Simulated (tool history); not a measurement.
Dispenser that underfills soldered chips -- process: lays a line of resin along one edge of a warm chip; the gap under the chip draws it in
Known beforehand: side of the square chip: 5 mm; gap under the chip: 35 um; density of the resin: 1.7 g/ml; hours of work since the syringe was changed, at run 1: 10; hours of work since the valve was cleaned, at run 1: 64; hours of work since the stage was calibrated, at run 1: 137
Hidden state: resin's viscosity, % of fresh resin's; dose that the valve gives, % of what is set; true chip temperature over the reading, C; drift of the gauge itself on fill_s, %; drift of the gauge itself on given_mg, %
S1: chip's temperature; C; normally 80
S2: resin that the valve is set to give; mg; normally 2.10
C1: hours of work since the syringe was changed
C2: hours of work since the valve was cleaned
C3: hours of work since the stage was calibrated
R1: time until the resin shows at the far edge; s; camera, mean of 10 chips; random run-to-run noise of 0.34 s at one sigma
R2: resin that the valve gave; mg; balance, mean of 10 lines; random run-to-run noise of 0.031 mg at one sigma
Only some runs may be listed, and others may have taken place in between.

run	hour	S1	S2	C1	C2	C3	R1	R2
1	0.0	80	2.10	10	64	137	26.8	2.01
# hour 3.4: new syringe of resin
2	7.5	80	2.10	3	69	141	19.9	2.05
# hour 21.2: new syringe of resin
3	21.3	80	2.04	0	77	150	18.8	1.95
4	27.9	80	2.04	4	82	154	21.4	1.91
# hour 39.7: new syringe of resin
5	41.9	68	2.10	1	90	162	35.1	1.93
6	49.3	68	2.10	6	95	167	42.9	1.99
# hour 58.3: new syringe of resin
7	61.3	68	2.10	2	102	174	35.7	1.95
8	68.5	80	2.10	6	107	179	23.5	1.96
# hour 76.6: new syringe of resin
9	80.0	93	2.10	2	114	186	10.9	1.88
10	88.6	81	2.10	8	119	191	23.7	1.96
# hour 95.4: new syringe of resin
11	99.7	81	1.88	3	126	198	20.8	1.75
# hour 113.5: new syringe of resin
12	113.8	80	2.11	0	135	207	18.6	1.90
13	127.0	80	2.11	8	143	215	26.3	1.92
# hour 132.2: new syringe of resin
# hour 135.3: dispensing valve cleaned and set on the balance
14	137.5	80	2.11	3	1	221	20.3	2.08
15	148.2	80	2.32	9	8	228	26.3	2.34
# hour 151.2: new syringe of resin
16	154.5	80	2.32	2	12	231	19.9	2.31
17	167.0	80	2.51	10	20	239	26.2	2.46
# hour 169.3: new syringe of resin
18	179.7	80	2.51	7	27	247	23.8	2.43
19	186.6	95	2.21	11	32	251	14.9	2.15
# hour 187.9: new syringe of resin
20	200.7	92	1.91	8	40	260	15.0	1.88
# hour 206.3: new syringe of resin
21	215.1	92	1.91	5	49	269	13.5	1.87
# hour 224.1: new syringe of resin
22	226.5	79	2.45	2	56	276	20.6	2.30

Forecast run 23:
23	238.4	79	2.45	9	64	283	?	?

{"run 23": {"R1": 28.8, "R2": 2.29}}
Without the tool's hidden state the same run would have given R1 18.2 s, R2 2.39 mg.

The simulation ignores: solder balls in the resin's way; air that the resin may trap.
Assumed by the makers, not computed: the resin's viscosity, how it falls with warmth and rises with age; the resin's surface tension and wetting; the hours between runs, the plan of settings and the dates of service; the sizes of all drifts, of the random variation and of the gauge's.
